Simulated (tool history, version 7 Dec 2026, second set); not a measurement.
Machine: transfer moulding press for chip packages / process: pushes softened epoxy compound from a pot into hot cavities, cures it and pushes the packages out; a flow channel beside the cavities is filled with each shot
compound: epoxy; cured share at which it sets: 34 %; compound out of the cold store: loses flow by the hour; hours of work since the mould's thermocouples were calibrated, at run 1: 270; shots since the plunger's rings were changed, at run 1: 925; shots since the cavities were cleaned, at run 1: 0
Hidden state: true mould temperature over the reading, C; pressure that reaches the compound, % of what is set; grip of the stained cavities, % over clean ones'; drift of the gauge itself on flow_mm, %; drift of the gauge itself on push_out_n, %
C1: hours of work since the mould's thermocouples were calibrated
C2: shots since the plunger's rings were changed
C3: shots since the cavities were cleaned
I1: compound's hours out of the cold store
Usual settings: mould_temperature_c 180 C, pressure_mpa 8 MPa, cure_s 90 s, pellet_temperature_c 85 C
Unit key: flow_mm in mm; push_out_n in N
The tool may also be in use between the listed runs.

run 1 day=0 | mould_temperature_c=180 pressure_mpa=8 cure_s=90 pellet_temperature_c=85 | C1=270 C2=925 C3=0 | I1=38.2 | flow_mm=872 push_out_n=304
run 2 day=1.179 | mould_temperature_c=180 pressure_mpa=8 cure_s=90 pellet_temperature_c=85 | C1=283 C2=1158 C3=233 | I1=19.7 | flow_mm=922 push_out_n=493
run 3 day=2.567 | mould_temperature_c=180 pressure_mpa=8 cure_s=90 pellet_temperature_c=85 | C1=299 C2=1433 C3=508 | I1=10.5 | flow_mm=952 push_out_n=625
run 4 day=3.521 | mould_temperature_c=180 pressure_mpa=8 cure_s=90 pellet_temperature_c=85 | C1=309 C2=1623 C3=698 | I1=26.2 | flow_mm=912 push_out_n=619
-- day=4.312 cavities cleaned with cleaning compound and waxed
run 5 day=5.275 | mould_temperature_c=180 pressure_mpa=8 cure_s=90 pellet_temperature_c=85 | C1=328 C2=1957 C3=190 | I1=24.9 | flow_mm=892 push_out_n=744
run 6 day=6.512 | mould_temperature_c=180 pressure_mpa=8 cure_s=90 pellet_temperature_c=85 | C1=342 C2=2203 C3=436 | I1=47.4 | flow_mm=840 push_out_n=721
run 7 day=7.729 | mould_temperature_c=180 pressure_mpa=8 cure_s=90 pellet_temperature_c=85 | C1=355 C2=2443 C3=676 | I1=43.8 | flow_mm=848 push_out_n=693
-- day=8.708 cavities cleaned with cleaning compound and waxed
run 8 day=9.179 | mould_temperature_c=180 pressure_mpa=8 cure_s=90 pellet_temperature_c=85 | C1=370 C2=2718 C3=93 | I1=47.2 | flow_mm=824 push_out_n=377
-- day=9.383 plunger's sealing rings changed
run 9 day=10.296 | mould_temperature_c=180 pressure_mpa=8 cure_s=90 pellet_temperature_c=85 | C1=382 C2=181 C3=294 | I1=10.7 | flow_mm=972 push_out_n=525
run 10 day=11.25 | mould_temperature_c=180 pressure_mpa=8 cure_s=90 pellet_temperature_c=85 | C1=392 C2=369 C3=482 | I1=36.1 | flow_mm=892 push_out_n=586
run 11 day=12.804 | mould_temperature_c=179 pressure_mpa=9.12 cure_s=128 pellet_temperature_c=93 | C1=409 C2=677 C3=790 | I1=35.3 | flow_mm=963 push_out_n=531
-- day=13.146 cavities cleaned with cleaning compound and waxed
-- day=13.467 cavities cleaned with cleaning compound and waxed, once more
run 12 day=14.421 | mould_temperature_c=180 pressure_mpa=8.31 cure_s=90 pellet_temperature_c=90 | C1=426 C2=973 C3=189 | I1=24.4 | flow_mm=956 push_out_n=467
run 13 day=15.65 | mould_temperature_c=180 pressure_mpa=8.31 cure_s=90 pellet_temperature_c=90 | C1=439 C2=1216 C3=432 | I1=28.8 | flow_mm=903 push_out_n=566
run 14 day=16.975 | mould_temperature_c=180 pressure_mpa=8.31 cure_s=90 pellet_temperature_c=90 | C1=454 C2=1479 C3=695 | I1=39.5 | flow_mm=874 push_out_n=602
-- day=17.783 cavities cleaned with cleaning compound and waxed
run 15 day=18.388 | mould_temperature_c=180 pressure_mpa=8.31 cure_s=90 pellet_temperature_c=90 | C1=469 C2=1746 C3=120 | I1=41.6 | flow_mm=860 push_out_n=419
run 16 day=20.262 | mould_temperature_c=180 pressure_mpa=8.35 cure_s=89 pellet_temperature_c=90 | C1=489 C2=2117 C3=491 | I1=17 | flow_mm=945 push_out_n=630
run 17 day=21.217 | mould_temperature_c=178 pressure_mpa=8 cure_s=87 pellet_temperature_c=85 | C1=500 C2=2306 C3=680 | I1=45.5 | flow_mm=844 push_out_n=706
-- day=22.138 cavities cleaned with cleaning compound and waxed
run 18 day=22.929 | mould_temperature_c=181 pressure_mpa=8 cure_s=122 pellet_temperature_c=85 | C1=518 C2=2633 C3=157 | I1=39.8 | flow_mm=834 push_out_n=368
-- day=23.558 plunger's sealing rings changed
run 19 day=24.596 | mould_temperature_c=176 pressure_mpa=8 cure_s=90 pellet_temperature_c=78 | C1=535 C2=205 C3=466 | I1=27.8 | flow_mm=939 push_out_n=725
-- day=26.246 mould's thermocouples calibrated
run 20 day=26.275 | mould_temperature_c=178 pressure_mpa=8 cure_s=90 pellet_temperature_c=79 | C1=0 C2=521 C3=782 | I1=15.7 | flow_mm=956 push_out_n=771

Branching from run 20: 5 alternative next runs. What would each branch give?
-- day=26.642 cavities cleaned with cleaning compound and waxed
run A day=27.721 | mould_temperature_c=175 pressure_mpa=8 cure_s=90 pellet_temperature_c=85 | C1=16 C2=795 C3=214 | I1=23.5 | flow_mm=? push_out_n=?
-- day=26.642 cavities cleaned with cleaning compound and waxed
run B day=27.721 | mould_temperature_c=178 pressure_mpa=6.88 cure_s=88 pellet_temperature_c=93 | C1=16 C2=795 C3=214 | I1=20.3 | flow_mm=? push_out_n=?
-- day=26.642 cavities cleaned with cleaning compound and waxed
run C day=27.721 | mould_temperature_c=185 pressure_mpa=8 cure_s=115 pellet_temperature_c=85 | C1=16 C2=795 C3=214 | I1=28 | flow_mm=? push_out_n=?
-- day=26.642 cavities cleaned with cleaning compound and waxed
run D day=27.721 | mould_temperature_c=173 pressure_mpa=8 cure_s=97 pellet_temperature_c=82 | C1=16 C2=795 C3=214 | I1=10.2 | flow_mm=? push_out_n=?
-- day=26.642 cavities cleaned with cleaning compound and waxed
run E day=27.721 | mould_temperature_c=176 pressure_mpa=8 cure_s=128 pellet_temperature_c=92 | C1=16 C2=795 C3=214 | I1=35.9 | flow_mm=? push_out_n=?

run=A flow_mm=944 push_out_n=662
run=B flow_mm=876 push_out_n=574
run=C flow_mm=890 push_out_n=379
run=D flow_mm=997 push_out_n=676
run=E flow_mm=890 push_out_n=422
With no hidden state in the tool, these same runs would have given:
run=A flow_mm=958 push_out_n=408
run=B flow_mm=888 push_out_n=355
run=C flow_mm=903 push_out_n=236
run=D flow_mm=1012 push_out_n=419
run=E flow_mm=903 push_out_n=264

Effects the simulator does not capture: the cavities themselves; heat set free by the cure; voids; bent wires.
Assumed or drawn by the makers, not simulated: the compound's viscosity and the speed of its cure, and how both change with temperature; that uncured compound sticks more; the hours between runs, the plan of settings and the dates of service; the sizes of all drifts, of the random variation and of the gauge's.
